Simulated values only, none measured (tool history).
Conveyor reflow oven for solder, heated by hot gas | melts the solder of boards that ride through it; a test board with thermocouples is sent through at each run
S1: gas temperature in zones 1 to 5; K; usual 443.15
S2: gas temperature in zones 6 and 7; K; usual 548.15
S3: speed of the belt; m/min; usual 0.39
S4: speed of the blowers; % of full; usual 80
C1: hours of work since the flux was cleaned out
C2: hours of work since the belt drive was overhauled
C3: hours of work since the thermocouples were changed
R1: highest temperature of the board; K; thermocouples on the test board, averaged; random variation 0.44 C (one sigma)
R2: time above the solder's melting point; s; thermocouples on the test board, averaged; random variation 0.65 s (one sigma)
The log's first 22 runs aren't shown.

run,hour,S1,S2,S3,S4,C1,C2,C3,R1,R2
23,1085.6,430.15,557.15,0.322,62,196,553,51,546.05,113.4
24,1142.8,428.15,557.15,0.428,62,230,588,86,534.05,75.6
25,1197.4,428.15,557.15,0.428,62,264,621,119,534.65,75.8
# hour 1207.4: flux residue cleaned out of gas plates and filters
26,1255,431.15,541.15,0.321,55,29,653,152,530.35,101.6
27,1296,432.15,551.15,0.463,80,54,678,176,535.15,71.3
28,1351.3,432.15,551.15,0.463,80,88,712,210,534.45,70.5
29,1400.8,432.15,551.15,0.463,80,118,742,240,534.55,70.9
30,1463.7,432.15,551.15,0.463,80,156,780,279,533.75,70.9

Forecast each of these 3 alternatives for the next run:
A,1515.2,436.15,548.15,0.404,66,188,812,310,?,?
B,1515.2,445.15,559.15,0.463,80,188,812,310,?,?
C,1515.2,434.15,551.15,0.463,85,188,812,310,?,?

run,R1,R2
A,533.55,82.9
B,543.55,81.9
C,535.95,72.4
Without the tool's hidden state the same runs would have given:
run,R1,R2
A,533.65,81.3
B,544.05,80.4
C,536.55,71.6
